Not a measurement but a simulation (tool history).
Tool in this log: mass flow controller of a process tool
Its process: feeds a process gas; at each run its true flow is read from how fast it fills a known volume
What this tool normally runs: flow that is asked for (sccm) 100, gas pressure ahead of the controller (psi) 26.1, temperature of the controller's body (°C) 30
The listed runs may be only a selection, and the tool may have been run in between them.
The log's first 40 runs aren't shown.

run	hour	flow that is asked for (sccm)	gas pressure ahead of the controller (psi)	temperature of the controller's body (°C)	hours of work since the controller was set to zero	hours of work since the controller was changed	true flow (%)
41	5323.9	105	32.3	30	3750	3750	101.69
42	5422.9	36	32.3	36	3789	3789	104.26
43	5591.6	100	29.2	26	3855	3855	101.33
44	5775.2	100	29.2	26	3928	3928	101.23
45	5942.6	109	24.1	24	3993	3993	100.92
46	6073.3	109	24.1	24	4045	4045	101.05
47	6178.7	109	24.1	24	4086	4086	100.96
48	6354.4	109	24.1	24	4155	4155	101.01

Predict each of these 3 candidate next runs independently; none follows another, all start after run 48:
A	6457.9	109	35.8	24	4196	4196	?
B	6457.9	86	33.5	23	4196	4196	?
C	6457.9	106	24.8	24	4196	4196	?

run	true flow (%)
A	101.58
B	101.63
C	101.08
What these runs would have given with no unlogged condition in the tool:
run	true flow (%)
A	99.18
B	98.78
C	98.64
